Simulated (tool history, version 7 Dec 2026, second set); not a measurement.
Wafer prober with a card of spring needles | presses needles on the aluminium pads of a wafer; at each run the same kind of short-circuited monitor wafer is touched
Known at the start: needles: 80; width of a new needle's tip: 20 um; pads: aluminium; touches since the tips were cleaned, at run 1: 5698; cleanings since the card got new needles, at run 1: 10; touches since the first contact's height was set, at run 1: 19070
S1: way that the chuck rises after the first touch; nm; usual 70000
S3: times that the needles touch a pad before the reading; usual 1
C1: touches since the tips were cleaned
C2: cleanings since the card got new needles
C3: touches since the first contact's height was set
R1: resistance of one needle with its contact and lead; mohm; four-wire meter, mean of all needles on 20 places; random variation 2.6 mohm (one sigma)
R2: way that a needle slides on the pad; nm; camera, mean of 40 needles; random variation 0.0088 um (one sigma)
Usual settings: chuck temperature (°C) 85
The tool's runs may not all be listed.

{"run": 1, "hour": 0.0, "S1": 70000, "chuck temperature (°C)": 85, "S3": 1, "C1": 5698, "C2": 10, "C3": 19070, "R1": 409, "R2": 14143}
{"hour": 5.9, "done": "tips cleaned on abrasive film"}
{"run": 2, "hour": 8.2, "S1": 70000, "chuck temperature (°C)": 85, "S3": 1, "C1": 1378, "C2": 11, "C3": 23857, "R1": 363, "R2": 14132}
{"run": 3, "hour": 15.7, "S1": 70000, "chuck temperature (°C)": 85, "S3": 1, "C1": 5799, "C2": 11, "C3": 28278, "R1": 417, "R2": 14135}
{"hour": 21.6, "done": "tips cleaned on abrasive film"}
{"run": 4, "hour": 24.7, "S1": 70000, "chuck temperature (°C)": 85, "S3": 1, "C1": 1826, "C2": 12, "C3": 33532, "R1": 380, "R2": 14100}
{"run": 5, "hour": 33.6, "S1": 70000, "chuck temperature (°C)": 85, "S3": 1, "C1": 7081, "C2": 12, "C3": 38787, "R1": 427, "R2": 14107}
{"hour": 37.0, "done": "tips cleaned on abrasive film"}
{"run": 6, "hour": 41.7, "S1": 70000, "chuck temperature (°C)": 85, "S3": 1, "C1": 2757, "C2": 13, "C3": 43521, "R1": 393, "R2": 14085}
{"run": 7, "hour": 50.1, "S1": 70000, "chuck temperature (°C)": 85, "S3": 1, "C1": 7712, "C2": 13, "C3": 48476, "R1": 420, "R2": 14099}
{"hour": 52.5, "done": "tips cleaned on abrasive film"}
{"run": 8, "hour": 55.0, "S1": 70000, "chuck temperature (°C)": 85, "S3": 1, "C1": 1509, "C2": 14, "C3": 51362, "R1": 366, "R2": 14060}
{"run": 9, "hour": 60.5, "S1": 70000, "chuck temperature (°C)": 58, "S3": 1, "C1": 4761, "C2": 14, "C3": 54614, "R1": 413, "R2": 14076}
{"hour": 68.1, "done": "tips cleaned on abrasive film"}
{"run": 10, "hour": 68.2, "S1": 70000, "chuck temperature (°C)": 58, "S3": 1, "C1": 47, "C2": 15, "C3": 59088, "R1": 305, "R2": 14045}
{"run": 11, "hour": 72.5, "S1": 70000, "chuck temperature (°C)": 58, "S3": 1, "C1": 2574, "C2": 15, "C3": 61615, "R1": 387, "R2": 14048}
{"run": 12, "hour": 80.0, "S1": 70000, "chuck temperature (°C)": 58, "S3": 2, "C1": 7032, "C2": 15, "C3": 66073, "R1": 367, "R2": 14053}
{"hour": 84.2, "done": "tips cleaned on abrasive film"}
{"run": 13, "hour": 85.2, "S1": 70000, "chuck temperature (°C)": 104, "S3": 1, "C1": 614, "C2": 16, "C3": 69074, "R1": 339, "R2": 14045}
{"run": 14, "hour": 93.6, "S1": 76000, "chuck temperature (°C)": 85, "S3": 1, "C1": 5596, "C2": 16, "C3": 74056, "R1": 394, "R2": 15249}
{"hour": 99.6, "done": "tips cleaned on abrasive film"}
{"run": 15, "hour": 99.6, "S1": 70000, "chuck temperature (°C)": 85, "S3": 1, "C1": 0, "C2": 17, "C3": 77523, "R1": 309, "R2": 13999}
{"run": 16, "hour": 105.7, "S1": 70000, "chuck temperature (°C)": 85, "S3": 1, "C1": 3597, "C2": 17, "C3": 81120, "R1": 406, "R2": 14014}
{"run": 17, "hour": 114.3, "S1": 70000, "chuck temperature (°C)": 31, "S3": 1, "C1": 8710, "C2": 17, "C3": 86233, "R1": 417, "R2": 14007}
{"hour": 115.0, "done": "tips cleaned on abrasive film"}
{"hour": 120.4, "done": "height of the first contact set anew"}
{"run": 18, "hour": 122.8, "S1": 64000, "chuck temperature (°C)": 78, "S3": 2, "C1": 4455, "C2": 18, "C3": 1441, "R1": 379, "R2": 12953}
{"run": 19, "hour": 128.6, "S1": 54000, "chuck temperature (°C)": 51, "S3": 1, "C1": 7880, "C2": 18, "C3": 4866, "R1": 513, "R2": 10930}
{"hour": 131.2, "done": "tips cleaned on abrasive film"}
{"run": 20, "hour": 133.1, "S1": 77000, "chuck temperature (°C)": 36, "S3": 1, "C1": 1107, "C2": 19, "C3": 7425, "R1": 335, "R2": 15569}
{"run": 21, "hour": 141.6, "S1": 77000, "chuck temperature (°C)": 36, "S3": 1, "C1": 6143, "C2": 19, "C3": 12461, "R1": 393, "R2": 15579}
{"hour": 146.5, "done": "tips cleaned on abrasive film"}
{"run": 22, "hour": 149.3, "S1": 70000, "chuck temperature (°C)": 66, "S3": 1, "C1": 1678, "C2": 20, "C3": 16995, "R1": 376, "R2": 14136}
{"run": 23, "hour": 156.9, "S1": 83000, "chuck temperature (°C)": 26, "S3": 1, "C1": 6144, "C2": 20, "C3": 21461, "R1": 373, "R2": 16783}
{"hour": 161.8, "done": "tips cleaned on abrasive film"}
{"run": 24, "hour": 163.9, "S1": 70000, "chuck temperature (°C)": 85, "S3": 1, "C1": 1275, "C2": 21, "C3": 25567, "R1": 356, "R2": 14135}
{"run": 25, "hour": 168.8, "S1": 70000, "chuck temperature (°C)": 85, "S3": 1, "C1": 4124, "C2": 21, "C3": 28416, "R1": 410, "R2": 14130}
{"hour": 177.6, "done": "tips cleaned on abrasive film"}
{"run": 26, "hour": 177.6, "S1": 82000, "chuck temperature (°C)": 125, "S3": 2, "C1": 0, "C2": 22, "C3": 33566, "R1": 311, "R2": 16544}
{"run": 27, "hour": 185.5, "S1": 76000, "chuck temperature (°C)": 111, "S3": 2, "C1": 4686, "C2": 22, "C3": 38252, "R1": 360, "R2": 15314}
{"hour": 192.9, "done": "tips cleaned on abrasive film"}
{"run": 28, "hour": 193.4, "S1": 53000, "chuck temperature (°C)": 85, "S3": 2, "C1": 295, "C2": 23, "C3": 42850, "R1": 324, "R2": 10652}
{"run": 29, "hour": 200.1, "S1": 53000, "chuck temperature (°C)": 85, "S3": 2, "C1": 4236, "C2": 23, "C3": 46791, "R1": 425, "R2": 10668}
{"run": 30, "hour": 207.6, "S1": 60000, "chuck temperature (°C)": 85, "S3": 3, "C1": 8691, "C2": 23, "C3": 51246, "R1": 362, "R2": 12064}
{"hour": 208.2, "done": "tips cleaned on abrasive film"}
{"run": 31, "hour": 214.0, "S1": 52000, "chuck temperature (°C)": 94, "S3": 3, "C1": 3414, "C2": 24, "C3": 54944, "R1": 377, "R2": 10428}
{"run": 32, "hour": 222.8, "S1": 52000, "chuck temperature (°C)": 94, "S3": 3, "C1": 8625, "C2": 24, "C3": 60155, "R1": 387, "R2": 10438}
{"hour": 223.5, "done": "tips cleaned on abrasive film"}
{"run": 33, "hour": 229.7, "S1": 81000, "chuck temperature (°C)": 122, "S3": 2, "C1": 3678, "C2": 25, "C3": 64178, "R1": 351, "R2": 16278}

The same runs without the tool's hidden state, with the same run-to-run variation:
The hidden state here: debris on the tips, nm; way that the needles fall short of the set height, um; tips' diameter, um; drift of the gauge itself on contact_mohm, %; drift of the gauge itself on scrub_um, %.
run=1 R1=291 R2=14179
run=2 R1=293 R2=14190
run=3 R1=294 R2=14192
run=4 R1=295 R2=14175
run=5 R1=298 R2=14182
run=6 R1=296 R2=14173
run=7 R1=293 R2=14187
run=8 R1=293 R2=14173
run=9 R1=287 R2=14188
run=10 R1=285 R2=14173
run=11 R1=283 R2=14175
run=12 R1=285 R2=14181
run=13 R1=299 R2=14189
run=14 R1=287 R2=15393
run=15 R1=298 R2=14161
run=16 R1=295 R2=14176
run=17 R1=275 R2=14169
run=18 R1=294 R2=12953
run=19 R1=292 R2=10930
run=20 R1=277 R2=15586
run=21 R1=277 R2=15596
run=22 R1=291 R2=14169
run=23 R1=271 R2=16817
run=24 R1=294 R2=14187
run=25 R1=294 R2=14182
run=26 R1=304 R2=16613
run=27 R1=299 R2=15383
run=28 R1=297 R2=10737
run=29 R1=304 R2=10753
run=30 R1=298 R2=12149
run=31 R1=306 R2=10532
run=32 R1=304 R2=10542
run=33 R1=301 R2=16397
